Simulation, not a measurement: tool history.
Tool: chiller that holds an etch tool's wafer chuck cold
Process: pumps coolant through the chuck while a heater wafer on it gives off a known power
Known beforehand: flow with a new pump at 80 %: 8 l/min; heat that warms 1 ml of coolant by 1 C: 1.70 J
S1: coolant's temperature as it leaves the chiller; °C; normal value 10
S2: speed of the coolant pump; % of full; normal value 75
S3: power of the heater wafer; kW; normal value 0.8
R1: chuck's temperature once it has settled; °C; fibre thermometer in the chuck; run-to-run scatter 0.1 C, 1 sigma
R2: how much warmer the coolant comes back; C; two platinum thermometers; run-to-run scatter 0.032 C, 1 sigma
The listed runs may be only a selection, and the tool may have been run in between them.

run 1 hour=0 | S1=10 S2=75 S3=0.8 | R1=19 R2=3.75
run 2 hour=135.9 | S1=10 S2=75 S3=0.8 | R1=19.1 R2=3.77
run 3 hour=315.8 | S1=10 S2=75 S3=0.8 | R1=19.1 R2=3.83
run 4 hour=434.6 | S1=10 S2=75 S3=0.8 | R1=18.9 R2=3.83
run 5 hour=584.6 | S1=10 S2=75 S3=0.8 | R1=19 R2=3.89
-- hour=688.1 coolant changed, channels flushed
run 6 hour=726.6 | S1=10 S2=75 S3=0.8 | R1=19 R2=3.93
run 7 hour=819.2 | S1=10 S2=75 S3=0.8 | R1=19 R2=3.98
run 8 hour=911.8 | S1=10 S2=75 S3=0.8 | R1=18.8 R2=3.94
-- hour=966.3 chiller's thermometer calibrated
run 9 hour=988.4 | S1=10 S2=75 S3=0.8 | R1=18.7 R2=3.97
run 10 hour=1115 | S1=10 S2=75 S3=0.8 | R1=19 R2=4
run 11 hour=1291.7 | S1=10 S2=75 S3=0.8 | R1=19 R2=4.02
run 12 hour=1439.8 | S1=10 S2=75 S3=1.149 | R1=22.8 R2=5.68
run 13 hour=1523.6 | S1=10 S2=75 S3=1.149 | R1=22.8 R2=5.67
run 14 hour=1691.6 | S1=10 S2=90 S3=1.149 | R1=21.5 R2=4.78
run 15 hour=1844.2 | S1=10 S2=75 S3=0.8 | R1=19 R2=4.2
-- hour=1938.5 gauge calibrated
run 16 hour=1993.4 | S1=10 S2=75 S3=0.8 | R1=19 R2=3.71
run 17 hour=2081.9 | S1=10 S2=75 S3=0.8 | R1=18.9 R2=3.72
run 18 hour=2210.3 | S1=16 S2=80 S3=0.479 | R1=21.2 R2=2.14
run 19 hour=2338.1 | S1=16 S2=80 S3=0.479 | R1=21.2 R2=2.19
run 20 hour=2510.3 | S1=16 S2=80 S3=0.479 | R1=21.3 R2=2.25
run 21 hour=2631.7 | S1=5 S2=75 S3=0.8 | R1=14 R2=3.93
run 22 hour=2748.1 | S1=5 S2=90 S3=0.962 | R1=14.6 R2=3.97
run 23 hour=2914.1 | S1=5 S2=67 S3=0.665 | R1=13 R2=3.71
run 24 hour=3027.2 | S1=5 S2=67 S3=0.665 | R1=13 R2=3.76
run 25 hour=3169.1 | S1=10 S2=61 S3=0.534 | R1=17 R2=3.37
run 26 hour=3320.8 | S1=10 S2=75 S3=1.167 | R1=23.1 R2=5.81

Forecast run 27:
run 27 hour=3492.9 | S1=3 S2=94 S3=1.019 | R1=? R2=?

{"run 27": {"R1": 13, "R2": 4.11}}
If the tool had no hidden condition, the same run with the same run-to-run variation would have returned R1 13 °C, R2 3.81 C.

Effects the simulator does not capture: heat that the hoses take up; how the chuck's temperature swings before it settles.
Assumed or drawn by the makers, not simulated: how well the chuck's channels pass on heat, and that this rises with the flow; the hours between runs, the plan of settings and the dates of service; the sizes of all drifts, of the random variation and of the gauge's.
